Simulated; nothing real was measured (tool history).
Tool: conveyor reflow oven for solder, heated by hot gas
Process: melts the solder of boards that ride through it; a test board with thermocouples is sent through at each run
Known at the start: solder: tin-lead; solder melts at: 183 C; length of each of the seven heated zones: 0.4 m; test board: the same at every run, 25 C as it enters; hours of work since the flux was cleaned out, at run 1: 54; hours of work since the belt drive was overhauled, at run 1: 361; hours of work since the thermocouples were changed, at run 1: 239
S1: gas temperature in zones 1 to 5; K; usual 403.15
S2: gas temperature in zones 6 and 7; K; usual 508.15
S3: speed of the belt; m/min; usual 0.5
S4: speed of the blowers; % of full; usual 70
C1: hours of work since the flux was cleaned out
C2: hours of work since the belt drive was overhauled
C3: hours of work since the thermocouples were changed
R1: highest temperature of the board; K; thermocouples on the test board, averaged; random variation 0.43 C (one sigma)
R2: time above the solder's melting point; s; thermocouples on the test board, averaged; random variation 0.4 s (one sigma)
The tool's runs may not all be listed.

| run | hour | S1 | S2 | S3 | S4 | C1 | C2 | C3 | R1 | R2 |
|---|---|---|---|---|---|---|---|---|---|---|
| 1 | 0 | 403.15 | 508.15 | 0.5 | 70 | 54 | 361 | 239 | 493.35 | 72.7 |
| 2 | 81.7 | 403.15 | 508.15 | 0.5 | 70 | 91 | 397 | 276 | 493.85 | 73.1 |
| 3 | 140.6 | 403.15 | 508.15 | 0.401 | 70 | 118 | 424 | 302 | 499.15 | 98.2 |
| 4 | 230.2 | 403.15 | 508.15 | 0.401 | 74 | 158 | 464 | 343 | 500.35 | 99.3 |
| 5 | 299.9 | 403.15 | 508.15 | 0.401 | 74 | 190 | 496 | 374 | 500.75 | 99.5 |
| 6 | 398.3 | 403.15 | 508.15 | 0.401 | 74 | 234 | 540 | 419 | 500.35 | 99.4 |
| 7 | 456.7 | 403.15 | 521.15 | 0.5 | 70 | 261 | 567 | 445 | 504.85 | 81.8 |
| 8 | 550.7 | 403.15 | 521.15 | 0.5 | 70 | 303 | 609 | 488 | 505.95 | 81.7 |
| 9 | 609.8 | 403.15 | 508.15 | 0.5 | 70 | 330 | 636 | 514 | 493.75 | 72.9 |
| 10 | 693.8 | 403.15 | 508.15 | 0.5 | 70 | 368 | 674 | 552 | 493.55 | 72.3 |
| 11 | 762.1 | 403.15 | 508.15 | 0.5 | 70 | 399 | 705 | 583 | 493.65 | 72.3 |
| 12 | 821.3 | 403.15 | 508.15 | 0.5 | 70 | 425 | 731 | 610 | 493.65 | 72.7 |
| 13 | 869.5 | 403.15 | 508.15 | 0.5 | 70 | 447 | 753 | 632 | 493.45 | 72.4 |
|  | 896.2 | flux residue cleaned out of gas plates and filters |
| 14 | 920.1 | 403.15 | 508.15 | 0.5 | 70 | 11 | 774 | 652 | 493.35 | 72.1 |
| 15 | 985.5 | 403.15 | 508.15 | 0.5 | 70 | 40 | 803 | 682 | 494.05 | 72.9 |
| 16 | 1030.1 | 403.15 | 497.15 | 0.595 | 70 | 60 | 824 | 702 | 478.95 | 44.4 |
| 17 | 1090.6 | 403.15 | 497.15 | 0.595 | 70 | 88 | 851 | 729 | 477.85 | 44.8 |
| 18 | 1133.5 | 417.15 | 501.15 | 0.595 | 70 | 107 | 870 | 749 | 484.15 | 57.4 |
| 19 | 1203.6 | 413.15 | 508.15 | 0.5 | 79 | 139 | 902 | 780 | 496.85 | 80.4 |
| 20 | 1297.7 | 413.15 | 508.15 | 0.5 | 79 | 181 | 944 | 823 | 497.15 | 80.1 |
| 21 | 1344.4 | 417.15 | 514.15 | 0.5 | 79 | 202 | 966 | 844 | 501.95 | 86.3 |
| 22 | 1405.6 | 397.15 | 497.15 | 0.58 | 53 | 230 | 993 | 871 | 471.05 | 32.9 |
| 23 | 1447.6 | 397.15 | 522.15 | 0.58 | 53 | 249 | 1012 | 890 | 492.25 | 57.8 |
| 24 | 1542.9 | 397.15 | 522.15 | 0.58 | 53 | 292 | 1055 | 933 | 491.95 | 57 |
| 25 | 1588.2 | 412.15 | 508.15 | 0.5 | 54 | 313 | 1076 | 954 | 489.65 | 72.1 |
| 26 | 1689.6 | 412.15 | 508.15 | 0.5 | 54 | 358 | 1121 | 1000 | 490.65 | 71.7 |
| 27 | 1747.2 | 412.15 | 508.15 | 0.418 | 54 | 384 | 1147 | 1026 | 495.95 | 92.2 |
|  | 1815.6 | belt drive overhauled, speed set with a stopwatch |
| 28 | 1817.1 | 412.15 | 506.15 | 0.464 | 65 | 414 | 1 | 1056 | 493.25 | 82.7 |
| 29 | 1877.7 | 412.15 | 510.15 | 0.465 | 54 | 442 | 28 | 1083 | 494.35 | 82.2 |

Forecast each of these 3 alternatives for the next run:
|  | 1917.7 | flux residue cleaned out of gas plates and filters |
| A | 1984.9 | 393.15 | 510.15 | 0.465 | 54 | 30 | 74 | 1129 | ? | ? |
|  | 1917.7 | flux residue cleaned out of gas plates and filters |
| B | 1984.9 | 412.15 | 520.15 | 0.436 | 54 | 30 | 74 | 1129 | ? | ? |
|  | 1917.7 | flux residue cleaned out of gas plates and filters |
| C | 1984.9 | 412.15 | 520.15 | 0.465 | 64 | 30 | 74 | 1129 | ? | ? |

| run | R1 | R2 |
|---|---|---|
| A | 490.65 | 71.5 |
| B | 505.35 | 98.3 |
| C | 505.85 | 92.9 |
Without the tool's hidden state the same runs would have given:
| run | R1 | R2 |
|---|---|---|
| A | 490.75 | 71.6 |
| B | 505.45 | 98.3 |
| C | 505.95 | 93 |
